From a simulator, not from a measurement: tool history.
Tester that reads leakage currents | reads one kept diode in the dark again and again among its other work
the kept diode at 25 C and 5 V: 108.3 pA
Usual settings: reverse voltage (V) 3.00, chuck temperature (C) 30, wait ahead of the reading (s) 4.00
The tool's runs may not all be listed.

run,hour,reverse voltage (V),chuck temperature (C),wait ahead of the reading (s),current that the tester gives (pA)
1,0.0,3.00,30,4.00,144.31
2,118.2,3.00,30,4.00,145.59
3,206.7,3.00,30,4.00,126.79
4,309.0,3.00,30,4.00,128.63
5,394.1,3.00,30,4.00,129.17
6,505.0,3.00,30,4.00,130.75
7,618.9,3.00,30,8.78,134.88
8,723.3,3.00,30,8.78,136.49
9,832.8,3.00,30,8.78,136.93
10,979.9,12.83,30,8.78,271.60
11,1171.7,3.00,26,4.00,101.34
12,1258.7,3.00,26,4.00,101.31
13,1352.1,9.24,35,8.59,305.68
14,1512.9,9.24,45,8.59,585.51
15,1668.7,15.30,50,8.59,997.25
16,1822.6,3.41,42,2.62,327.82
17,1940.2,3.41,42,2.62,329.85
18,2134.8,3.27,22,6.23,86.68
19,2315.4,4.98,28,0.58,160.81
20,2412.6,3.00,26,9.02,112.80
21,2521.6,4.70,59,0.81,1089.63
22,2669.7,3.00,31,4.00,160.01
23,2854.6,1.16,33,7.31,106.10
24,2956.9,1.16,33,7.31,106.79

Not shown: 4 entries that the log had between the listed runs. Between which runs, and how does the tool's hidden state differ before and after?
Between runs 2 and 3: chuck's temperature calibrated (hour 191.3)
  stray current of the dirty probe card, pA a volt: 1.377 -> 1.484; current scale over the true one, %: -2.14 -> -2.17; true chuck temperature over the reading, C: 2.05 -> 0.07
  measured less the result without the state, current that the tester gives (pA): +20.16 -> +2.16
Between runs 6 and 7: tester calibrated (hour 611.1)
  stray current of the dirty probe card, pA a volt: 1.863 -> 1.999; current scale over the true one, %: -2.26 -> 0.04; true chuck temperature over the reading, C: 0.32 -> 0.41
  measured less the result without the state, current that the tester gives (pA): +5.38 -> +9.61
Between runs 10 and 11: probe card cleaned and baked (hour 1084.0)
  stray current of the dirty probe card, pA a volt: 2.441 -> 0.141; current scale over the true one, %: -0.08 -> -0.14; true chuck temperature over the reading, C: 0.71 -> 0.87
  measured less the result without the state, current that the tester gives (pA): +42.48 -> +6.33
Between runs 22 and 23: chuck's temperature calibrated (hour 2746.7)
  stray current of the dirty probe card, pA a volt: 1.94 -> 2.165; current scale over the true one, %: -0.63 -> -0.7; true chuck temperature over the reading, C: 2.15 -> 0.08
  measured less the result without the state, current that the tester gives (pA): +26.19 -> +2.32

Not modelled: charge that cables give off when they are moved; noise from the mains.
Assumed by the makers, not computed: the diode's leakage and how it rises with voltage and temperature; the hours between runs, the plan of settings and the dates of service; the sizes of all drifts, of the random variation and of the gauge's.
